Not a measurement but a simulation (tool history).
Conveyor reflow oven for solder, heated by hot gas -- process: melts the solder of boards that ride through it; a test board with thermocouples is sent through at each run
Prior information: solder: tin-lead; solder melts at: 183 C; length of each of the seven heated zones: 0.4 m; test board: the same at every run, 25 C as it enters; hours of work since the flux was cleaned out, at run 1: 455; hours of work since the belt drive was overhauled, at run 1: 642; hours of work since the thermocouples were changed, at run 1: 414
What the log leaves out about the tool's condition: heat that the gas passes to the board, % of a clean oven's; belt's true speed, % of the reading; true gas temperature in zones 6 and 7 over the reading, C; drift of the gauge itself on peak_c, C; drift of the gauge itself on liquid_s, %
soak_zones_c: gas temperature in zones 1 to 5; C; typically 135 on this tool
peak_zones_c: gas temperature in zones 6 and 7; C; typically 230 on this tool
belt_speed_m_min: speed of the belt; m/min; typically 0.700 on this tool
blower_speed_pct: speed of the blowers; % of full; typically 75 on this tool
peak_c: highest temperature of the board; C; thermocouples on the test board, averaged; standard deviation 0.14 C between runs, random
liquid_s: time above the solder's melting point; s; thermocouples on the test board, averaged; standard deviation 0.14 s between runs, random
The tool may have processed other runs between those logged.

run	hour	soak_zones_c	peak_zones_c	belt_speed_m_min	blower_speed_pct	hours of work since the flux was cleaned out	hours of work since the belt drive was overhauled	hours of work since the thermocouples were changed	peak_c	liquid_s
1	0.0	135	230	0.700	75	455	642	414	211.8	46.4
2	13.2	135	230	0.700	75	461	648	420	211.8	46.2
3	33.0	135	230	0.752	75	470	657	429	209.2	40.4
4	43.9	135	230	0.752	75	474	662	434	209.0	40.1
5	60.5	135	230	0.752	75	482	669	441	209.2	40.3
# hour 79.3: flux residue cleaned out of gas plates and filters
6	84.1	135	230	0.700	75	2	678	450	216.1	50.5
7	109.7	135	230	0.700	75	14	689	461	215.8	50.1
8	127.1	149	230	0.700	75	21	697	469	217.9	56.6
9	149.8	149	230	0.700	75	32	707	479	218.3	56.6
10	164.7	135	230	0.700	75	38	714	486	215.7	50.3
11	185.5	135	230	0.700	75	47	723	495	215.3	50.3
12	202.8	135	230	0.700	75	55	731	503	215.6	50.2
13	223.7	135	230	0.700	75	65	740	512	216.0	50.1
14	238.3	135	230	0.700	75	71	746	519	215.7	50.1
15	258.6	135	230	0.700	75	80	756	528	215.4	50.3
16	268.9	142	230	0.647	75	85	760	532	219.0	59.8
17	282.4	146	230	0.755	75	91	766	538	215.3	49.1
18	300.3	146	230	0.755	75	99	774	546	215.2	49.4
# hour 325.7: belt drive overhauled, speed set with a stopwatch
19	326.6	147	230	0.700	75	109	0	556	217.0	54.4
20	352.1	146	237	0.700	75	120	12	568	223.1	57.7
21	372.2	146	237	0.636	75	129	21	577	225.8	65.5
22	390.4	138	230	0.700	85	137	29	585	217.8	51.8
23	414.6	123	226	0.620	53	148	40	596	207.5	43.6
24	433.3	139	230	0.565	75	156	48	604	221.3	68.9
25	443.8	141	219	0.565	75	161	53	609	211.3	62.1
26	462.8	146	242	0.816	67	170	61	617	219.7	46.7
27	478.8	146	221	0.816	67	177	68	624	202.4	33.7
28	489.2	133	241	0.839	51	181	73	629	208.1	32.9
29	513.6	143	243	0.757	88	192	84	640	227.3	54.6
30	525.5	143	234	0.757	76	198	89	645	217.1	48.9

Same runs, no hidden state in the tool, same run-to-run variation:
run	peak_c	liquid_s
1	215.3	49.6
2	215.3	49.5
3	213.1	44.1
4	212.9	43.8
5	213.2	44.1
6	215.3	49.5
7	215.1	49.2
8	217.2	55.7
9	217.7	55.8
10	215.1	49.5
11	214.8	49.5
12	215.1	49.5
13	215.6	49.4
14	215.3	49.5
15	215.1	49.7
16	218.7	59.1
17	215.1	48.6
18	215.0	48.9
19	217.1	54.8
20	223.4	58.1
21	225.9	65.8
22	218.1	52.5
23	207.7	44.3
24	221.3	69.4
25	211.3	62.8
26	220.6	47.5
27	203.1	34.9
28	209.1	33.9
29	228.4	55.3
30	218.0	49.9
